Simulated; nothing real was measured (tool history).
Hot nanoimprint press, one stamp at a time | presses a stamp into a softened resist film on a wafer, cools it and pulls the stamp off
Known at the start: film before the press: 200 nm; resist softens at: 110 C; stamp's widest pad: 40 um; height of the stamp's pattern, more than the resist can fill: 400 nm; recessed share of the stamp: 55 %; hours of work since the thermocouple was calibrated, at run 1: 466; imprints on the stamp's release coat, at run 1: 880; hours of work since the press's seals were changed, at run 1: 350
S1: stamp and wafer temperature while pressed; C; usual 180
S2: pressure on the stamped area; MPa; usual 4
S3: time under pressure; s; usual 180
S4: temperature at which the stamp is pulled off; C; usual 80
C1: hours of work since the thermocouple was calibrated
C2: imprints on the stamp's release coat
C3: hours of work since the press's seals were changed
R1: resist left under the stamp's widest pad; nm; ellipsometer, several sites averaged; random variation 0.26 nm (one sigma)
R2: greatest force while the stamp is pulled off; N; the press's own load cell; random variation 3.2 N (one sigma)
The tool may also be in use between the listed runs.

Run 1, hour 0: usual settings; C1 466; C2 880; C3 350. Result: R1 91.6 nm, R2 196 N.
Run 2, hour 17.2: usual settings; C1 476; C2 918; C3 360. Result: R1 91.4 nm, R2 203 N.
Run 3, hour 29.6: usual settings; C1 483; C2 946; C3 366. Result: R1 91 nm, R2 201 N.
Run 4, hour 40.9: usual settings; C1 489; C2 971; C3 373. Result: R1 91.8 nm, R2 193 N.
Run 5, hour 49.1: usual settings; C1 494; C2 989; C3 378. Result: R1 91.4 nm, R2 201 N.
Run 6, hour 59.8: usual settings; C1 500; C2 1012; C3 383. Result: R1 92.3 nm, R2 194 N.
Run 7, hour 66.9: usual settings but S2 3.26 MPa; C1 504; C2 1028; C3 387. Result: R1 101 nm, R2 196 N.
Run 8, hour 82.3: usual settings but S2 3.26 MPa; C1 512; C2 1062; C3 396. Result: R1 100.6 nm, R2 208 N.
Run 9, hour 97.1: usual settings but S2 3.26 MPa; C1 521; C2 1095; C3 404. Result: R1 100.8 nm, R2 199 N.
Run 10, hour 106.3: usual settings but S2 3.26 MPa; C1 526; C2 1115; C3 410. Result: R1 100.9 nm, R2 205 N.
Run 11, hour 118.3: usual settings but S2 3.26 MPa; C1 533; C2 1142; C3 416. Result: R1 101.3 nm, R2 206 N.
Run 12, hour 130.1: usual settings but S1 183 C, S2 3.26 MPa; C1 539; C2 1168; C3 423. Result: R1 92.8 nm, R2 207 N.
Run 13, hour 147: usual settings but S1 183 C, S2 3.26 MPa; C1 549; C2 1205; C3 433. Result: R1 93.5 nm, R2 204 N.
Run 14, hour 159.3: usual settings but S1 183 C, S2 3.26 MPa; C1 556; C2 1232; C3 439. Result: R1 93.4 nm, R2 208 N.
Run 15, hour 175.7: usual settings but S1 183 C, S2 3.26 MPa; C1 565; C2 1269; C3 449. Result: R1 92.7 nm, R2 214 N.
Run 16, hour 185.2: usual settings but S1 183 C, S2 3.26 MPa; C1 570; C2 1290; C3 454. Result: R1 93.5 nm, R2 210 N.
Run 17, hour 201.2: usual settings but S1 183 C, S2 4.97 MPa; C1 579; C2 1325; C3 463. Result: R1 76.5 nm, R2 214 N.
Run 18, hour 215.5: usual settings but S1 183 C, S2 4.97 MPa; C1 587; C2 1357; C3 471. Result: R1 76.5 nm, R2 213 N.
Run 19, hour 224: usual settings but S3 140 s; C1 592; C2 1375; C3 476. Result: R1 100.9 nm, R2 213 N.
At hour 230.3: plate thermocouple calibrated.
Run 20, hour 238.7: usual settings but S3 140 s; C1 5; C2 1401; C3 482. Result: R1 98.4 nm, R2 212 N.
Run 21, hour 250.4: usual settings but S3 149 s; C1 11; C2 1427; C3 489. Result: R1 96.3 nm, R2 215 N.
Run 22, hour 262.4: usual settings but S3 149 s; C1 18; C2 1454; C3 496. Result: R1 96.2 nm, R2 211 N.
Run 23, hour 278: usual settings but S1 189 C, S2 4.06 MPa; C1 27; C2 1488; C3 504. Result: R1 69.3 nm, R2 222 N.
Run 24, hour 293.7: usual settings but S3 239 s; C1 36; C2 1523; C3 513. Result: R1 81.4 nm, R2 224 N.
Run 25, hour 308.5: usual settings but S3 239 s; C1 44; C2 1555; C3 522. Result: R1 81.3 nm, R2 229 N.
Run 26, hour 325.2: usual settings but S3 239 s; C1 53; C2 1593; C3 531. Result: R1 81.5 nm, R2 213 N.
Run 27, hour 335: usual settings but S3 225 s; C1 59; C2 1614; C3 537. Result: R1 82.8 nm, R2 224 N.
At hour 354.1: stamp cleaned and given a new release coat.
Run 28, hour 354.8: usual settings but S1 190 C, S2 4.8 MPa, S3 303 s, S4 77 C; C1 67; C2 2; C3 544. Result: R1 50.9 nm, R2 159 N.
Run 29, hour 369.4: usual settings but S1 190 C, S2 4.8 MPa, S3 303 s, S4 77 C; C1 75; C2 34; C3 553. Result: R1 50.5 nm, R2 164 N.

5 ways to go on from here, each from the tool as it stands after run 29. What would each give?
Run A, hour 380.1: usual settings but S1 183 C, S4 72 C; C1 81; C2 58; C3 559. Result: R1 ?, R2 ?.
Run B, hour 380.1: usual settings but S1 182 C, S2 2.48 MPa, S3 255 s, S4 77 C; C1 81; C2 58; C3 559. Result: R1 ?, R2 ?.
Run C, hour 380.1: usual settings but S1 169 C, S2 4.8 MPa, S3 303 s, S4 77 C; C1 81; C2 58; C3 559. Result: R1 ?, R2 ?.
Run D, hour 380.1: usual settings but S2 3.38 MPa, S3 276 s; C1 81; C2 58; C3 559. Result: R1 ?, R2 ?.
Run E, hour 380.1: usual settings but S1 190 C, S2 4.8 MPa, S3 328 s, S4 77 C; C1 81; C2 58; C3 559. Result: R1 ?, R2 ?.

run    R1   R2
  A  83.7  175
  B  93.7  165
  C  97.3  170
  D  83.7  153
  E  48.7  171
Without the tool's hidden state the same runs would have given:
run    R1   R2
  A  80.4  171
  B  90.9  161
  C  92.9  166
  D  80.6  149
  E  46.4  167

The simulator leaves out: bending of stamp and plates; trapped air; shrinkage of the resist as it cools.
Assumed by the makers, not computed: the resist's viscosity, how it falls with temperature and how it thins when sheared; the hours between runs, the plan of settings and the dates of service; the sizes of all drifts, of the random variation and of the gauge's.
